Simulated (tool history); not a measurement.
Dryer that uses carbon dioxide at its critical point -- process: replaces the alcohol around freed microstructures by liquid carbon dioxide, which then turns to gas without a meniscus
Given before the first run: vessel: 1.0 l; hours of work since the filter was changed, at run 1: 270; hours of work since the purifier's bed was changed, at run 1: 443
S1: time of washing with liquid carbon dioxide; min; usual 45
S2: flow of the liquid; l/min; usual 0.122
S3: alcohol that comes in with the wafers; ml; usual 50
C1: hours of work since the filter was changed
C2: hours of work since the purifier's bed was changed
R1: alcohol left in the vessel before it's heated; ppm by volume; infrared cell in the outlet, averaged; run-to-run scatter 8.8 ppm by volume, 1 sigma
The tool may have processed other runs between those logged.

{"run": 1, "hour": 0.0, "S1": 45, "S2": 0.122, "S3": 50, "C1": 270, "C2": 443, "R1": 729}
{"run": 2, "hour": 57.5, "S1": 45, "S2": 0.122, "S3": 50, "C1": 312, "C2": 485, "R1": 758}
{"run": 3, "hour": 82.7, "S1": 45, "S2": 0.073, "S3": 50, "C1": 330, "C2": 503, "R1": 4185}
{"run": 4, "hour": 122.5, "S1": 45, "S2": 0.073, "S3": 78, "C1": 359, "C2": 532, "R1": 6580}
{"run": 5, "hour": 157.8, "S1": 45, "S2": 0.073, "S3": 78, "C1": 385, "C2": 558, "R1": 6604}
{"run": 6, "hour": 190.6, "S1": 30, "S2": 0.122, "S3": 50, "C1": 409, "C2": 582, "R1": 3096}
{"run": 7, "hour": 216.2, "S1": 30, "S2": 0.122, "S3": 50, "C1": 428, "C2": 601, "R1": 3115}
{"run": 8, "hour": 257.6, "S1": 30, "S2": 0.122, "S3": 50, "C1": 458, "C2": 631, "R1": 3111}
{"run": 9, "hour": 286.6, "S1": 45, "S2": 0.122, "S3": 57, "C1": 479, "C2": 652, "R1": 1002}
{"run": 10, "hour": 345.6, "S1": 45, "S2": 0.122, "S3": 57, "C1": 522, "C2": 695, "R1": 1058}
{"hour": 363.2, "done": "inlet filter changed"}
{"run": 11, "hour": 376.8, "S1": 45, "S2": 0.122, "S3": 57, "C1": 10, "C2": 717, "R1": 698}
{"run": 12, "hour": 418.0, "S1": 45, "S2": 0.122, "S3": 57, "C1": 40, "C2": 747, "R1": 707}
{"run": 13, "hour": 448.8, "S1": 45, "S2": 0.122, "S3": 57, "C1": 63, "C2": 770, "R1": 728}
{"run": 14, "hour": 488.4, "S1": 45, "S2": 0.122, "S3": 50, "C1": 92, "C2": 799, "R1": 680}
{"run": 15, "hour": 537.0, "S1": 45, "S2": 0.122, "S3": 50, "C1": 127, "C2": 834, "R1": 702}
{"run": 16, "hour": 591.2, "S1": 48, "S2": 0.122, "S3": 50, "C1": 167, "C2": 874, "R1": 586}
{"run": 17, "hour": 627.3, "S1": 45, "S2": 0.122, "S3": 50, "C1": 193, "C2": 900, "R1": 753}
{"run": 18, "hour": 674.6, "S1": 45, "S2": 0.122, "S3": 50, "C1": 228, "C2": 935, "R1": 769}
{"run": 19, "hour": 717.4, "S1": 45, "S2": 0.122, "S3": 50, "C1": 259, "C2": 966, "R1": 801}
{"run": 20, "hour": 775.9, "S1": 45, "S2": 0.122, "S3": 50, "C1": 302, "C2": 1009, "R1": 846}
{"run": 21, "hour": 831.1, "S1": 45, "S2": 0.122, "S3": 50, "C1": 342, "C2": 1049, "R1": 869}
{"run": 22, "hour": 873.9, "S1": 45, "S2": 0.122, "S3": 50, "C1": 373, "C2": 1081, "R1": 927}
{"run": 23, "hour": 912.0, "S1": 45, "S2": 0.122, "S3": 50, "C1": 401, "C2": 1109, "R1": 923}
{"run": 24, "hour": 941.3, "S1": 36, "S2": 0.167, "S3": 23, "C1": 423, "C2": 1130, "R1": 442}
{"run": 25, "hour": 989.0, "S1": 45, "S2": 0.163, "S3": 30, "C1": 458, "C2": 1165, "R1": 340}
{"run": 26, "hour": 1047.0, "S1": 45, "S2": 0.163, "S3": 30, "C1": 500, "C2": 1207, "R1": 349}
{"run": 27, "hour": 1090.8, "S1": 45, "S2": 0.163, "S3": 30, "C1": 532, "C2": 1239, "R1": 360}
{"hour": 1095.0, "done": "inlet filter changed"}
{"run": 28, "hour": 1129.5, "S1": 45, "S2": 0.163, "S3": 30, "C1": 25, "C2": 1267, "R1": 310}
{"run": 29, "hour": 1170.9, "S1": 70, "S2": 0.163, "S3": 69, "C1": 56, "C2": 1297, "R1": 265}
{"run": 30, "hour": 1207.3, "S1": 45, "S2": 0.122, "S3": 97, "C1": 82, "C2": 1324, "R1": 1287}
{"run": 31, "hour": 1252.9, "S1": 45, "S2": 0.205, "S3": 50, "C1": 115, "C2": 1357, "R1": 282}
{"run": 32, "hour": 1298.8, "S1": 39, "S2": 0.15, "S3": 50, "C1": 149, "C2": 1391, "R1": 666}
{"run": 33, "hour": 1331.6, "S1": 46, "S2": 0.094, "S3": 108, "C1": 173, "C2": 1415, "R1": 3611}
{"run": 34, "hour": 1390.2, "S1": 37, "S2": 0.115, "S3": 88, "C1": 216, "C2": 1457, "R1": 3140}
{"hour": 1417.9, "done": "purifier's bed changed"}
{"run": 35, "hour": 1452.7, "S1": 37, "S2": 0.115, "S3": 88, "C1": 259, "C2": 25, "R1": 3045}
{"run": 36, "hour": 1495.1, "S1": 30, "S2": 0.122, "S3": 118, "C1": 290, "C2": 56, "R1": 6403}
{"run": 37, "hour": 1546.5, "S1": 30, "S2": 0.122, "S3": 118, "C1": 328, "C2": 94, "R1": 6566}
{"run": 38, "hour": 1604.0, "S1": 30, "S2": 0.122, "S3": 118, "C1": 370, "C2": 136, "R1": 6918}
{"run": 39, "hour": 1651.6, "S1": 30, "S2": 0.127, "S3": 118, "C1": 405, "C2": 171, "R1": 6164}
{"run": 40, "hour": 1682.6, "S1": 45, "S2": 0.097, "S3": 61, "C1": 427, "C2": 194, "R1": 2262}
{"run": 41, "hour": 1710.5, "S1": 45, "S2": 0.084, "S3": 58, "C1": 448, "C2": 214, "R1": 3429}
{"run": 42, "hour": 1770.0, "S1": 45, "S2": 0.084, "S3": 58, "C1": 491, "C2": 257, "R1": 3553}
{"run": 43, "hour": 1804.8, "S1": 51, "S2": 0.122, "S3": 40, "C1": 517, "C2": 283, "R1": 441}
{"hour": 1831.7, "done": "inlet filter changed"}
{"run": 44, "hour": 1835.2, "S1": 56, "S2": 0.091, "S3": 50, "C1": 3, "C2": 304, "R1": 789}
{"run": 45, "hour": 1863.2, "S1": 31, "S2": 0.121, "S3": 49, "C1": 23, "C2": 325, "R1": 2171}
{"run": 46, "hour": 1913.9, "S1": 34, "S2": 0.078, "S3": 59, "C1": 60, "C2": 362, "R1": 6957}

Below are 5 alternative next runs, each starting from the tool's condition after run 46. Predict each:
{"run": "A", "hour": 1949.9, "S1": 31, "S2": 0.119, "S3": 36, "C1": 86, "C2": 388, "R1": "?"}
{"run": "B", "hour": 1949.9, "S1": 45, "S2": 0.141, "S3": 50, "C1": 86, "C2": 388, "R1": "?"}
{"run": "C", "hour": 1949.9, "S1": 70, "S2": 0.078, "S3": 59, "C1": 86, "C2": 388, "R1": "?"}
{"run": "D", "hour": 1949.9, "S1": 32, "S2": 0.081, "S3": 50, "C1": 86, "C2": 388, "R1": "?"}
{"run": "E", "hour": 1949.9, "S1": 42, "S2": 0.106, "S3": 50, "C1": 86, "C2": 388, "R1": "?"}

run=A R1=1723
run=B R1=327
run=C R1=792
run=D R1=6206
run=E R1=1365
What these runs would have given with no unlogged condition in the tool:
run=A R1=1532
run=B R1=225
run=C R1=643
run=D R1=5825
run=E R1=1180
